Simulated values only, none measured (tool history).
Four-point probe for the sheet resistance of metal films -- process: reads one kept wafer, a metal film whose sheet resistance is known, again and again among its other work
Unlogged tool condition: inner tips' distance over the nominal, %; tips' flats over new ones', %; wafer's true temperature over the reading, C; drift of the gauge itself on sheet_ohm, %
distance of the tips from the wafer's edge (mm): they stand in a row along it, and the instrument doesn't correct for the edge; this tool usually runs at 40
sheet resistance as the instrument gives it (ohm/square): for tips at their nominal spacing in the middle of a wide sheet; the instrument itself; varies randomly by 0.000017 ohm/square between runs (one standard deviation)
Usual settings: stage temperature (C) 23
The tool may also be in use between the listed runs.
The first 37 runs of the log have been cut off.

run	day	stage temperature (C)	distance of the tips from the wafer's edge (mm)	touches since the probe head was changed	hours of work since the stage's thermometer was calibrated	sheet resistance as the instrument gives it (ohm/square)
38	34.333	26	13	18867	652	0.085472
39	35.417	32	34	20122	671	0.085022
40	36.596	25	13	21482	690	0.085496
41	37.238	26	54	22226	701	0.085353
42	37.938	34	25	23033	713	0.084915
43	38.521	34	25	23707	723	0.084881
44	39.321	27	8	24632	737	0.085583
45	40.096	27	8	25530	750	0.085558

Each row is a separate what-if for the run after 45, all from the same tool condition, not one after another. Results?
A	41.242	27	65	26854	769	?
B	41.242	24	6	26854	769	?
C	41.242	23	59	26854	769	?
D	41.242	31	10	26854	769	?

run	sheet resistance as the instrument gives it (ohm/square)
A	0.085240
B	0.085908
C	0.085477
D	0.085186
Take away the tool's hidden state, keep each run's random variation, and the runs would have read:
run	sheet resistance as the instrument gives it (ohm/square)
A	0.085453
B	0.086122
C	0.085691
D	0.085398
